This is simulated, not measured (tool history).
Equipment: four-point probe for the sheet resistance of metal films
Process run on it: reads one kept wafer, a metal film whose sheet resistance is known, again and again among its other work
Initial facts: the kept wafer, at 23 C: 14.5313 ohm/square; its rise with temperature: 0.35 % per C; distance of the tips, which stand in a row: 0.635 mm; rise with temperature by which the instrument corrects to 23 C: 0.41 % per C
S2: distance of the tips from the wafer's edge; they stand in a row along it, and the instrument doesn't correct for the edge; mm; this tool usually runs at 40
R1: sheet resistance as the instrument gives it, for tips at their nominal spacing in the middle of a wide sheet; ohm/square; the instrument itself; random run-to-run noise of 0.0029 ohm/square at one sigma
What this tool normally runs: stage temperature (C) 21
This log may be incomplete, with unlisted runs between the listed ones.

run 1 hour=0 | stage_temperature_(C)=21 S2=40 | R1=14.554467
run 2 hour=36.8 | stage_temperature_(C)=21 S2=40 | R1=14.552247
run 3 hour=65.4 | stage_temperature_(C)=21 S2=40 | R1=14.551653
run 4 hour=123.1 | stage_temperature_(C)=21 S2=40 | R1=14.550659
run 5 hour=188.6 | stage_temperature_(C)=21 S2=59 | R1=14.550624
run 6 hour=242 | stage_temperature_(C)=21 S2=59 | R1=14.559988
run 7 hour=282.8 | stage_temperature_(C)=21 S2=40 | R1=14.555405
run 8 hour=334 | stage_temperature_(C)=21 S2=40 | R1=14.551736
run 9 hour=394.6 | stage_temperature_(C)=21 S2=40 | R1=14.552147
run 10 hour=458.1 | stage_temperature_(C)=21 S2=11 | R1=14.57949
run 11 hour=518.3 | stage_temperature_(C)=21 S2=40 | R1=14.551713
run 12 hour=569.2 | stage_temperature_(C)=21 S2=40 | R1=14.55331
run 13 hour=613.6 | stage_temperature_(C)=21 S2=40 | R1=14.551927
run 14 hour=650.7 | stage_temperature_(C)=21 S2=40 | R1=14.551599
run 15 hour=691.1 | stage_temperature_(C)=21 S2=40 | R1=14.546806
run 16 hour=737.3 | stage_temperature_(C)=21 S2=40 | R1=14.552523
run 17 hour=766.8 | stage_temperature_(C)=21 S2=40 | R1=14.551968
run 18 hour=796.3 | stage_temperature_(C)=21 S2=40 | R1=14.553226
run 19 hour=859.9 | stage_temperature_(C)=21 S2=40 | R1=14.549546
run 20 hour=906.5 | stage_temperature_(C)=21 S2=40 | R1=14.546188
run 21 hour=936 | stage_temperature_(C)=25 S2=53 | R1=14.514063
run 22 hour=982.7 | stage_temperature_(C)=31 S2=5 | R1=14.589998
run 23 hour=1015.1 | stage_temperature_(C)=31 S2=5 | R1=14.587692
run 24 hour=1054.6 | stage_temperature_(C)=21 S2=10 | R1=14.577104
run 25 hour=1093.5 | stage_temperature_(C)=21 S2=10 | R1=14.577177
run 26 hour=1123.6 | stage_temperature_(C)=21 S2=10 | R1=14.583489
run 27 hour=1163.1 | stage_temperature_(C)=30 S2=54 | R1=14.47334
run 28 hour=1214.1 | stage_temperature_(C)=25 S2=13 | R1=14.534771
run 29 hour=1269.4 | stage_temperature_(C)=25 S2=13 | R1=14.531691
run 30 hour=1333.7 | stage_temperature_(C)=25 S2=13 | R1=14.535434
run 31 hour=1374.4 | stage_temperature_(C)=32 S2=40 | R1=14.458069
run 32 hour=1432.3 | stage_temperature_(C)=22 S2=40 | R1=14.54204
run 33 hour=1478 | stage_temperature_(C)=33 S2=51 | R1=14.450808
run 34 hour=1515.1 | stage_temperature_(C)=33 S2=5 | R1=14.573256
run 35 hour=1565.5 | stage_temperature_(C)=22 S2=24 | R1=14.550133
run 36 hour=1599.4 | stage_temperature_(C)=30 S2=19 | R1=14.479078

Not shown: 1 entry that the log had between the listed runs. Between which runs, and how does the tool's hidden state differ before and after?
Run 11 -> run 12: new probe head fitted (hour 556.9)
  inner tips' distance over the nominal, %: 0.016 -> 0.001; tips' flats over new ones', %: 1 -> 0
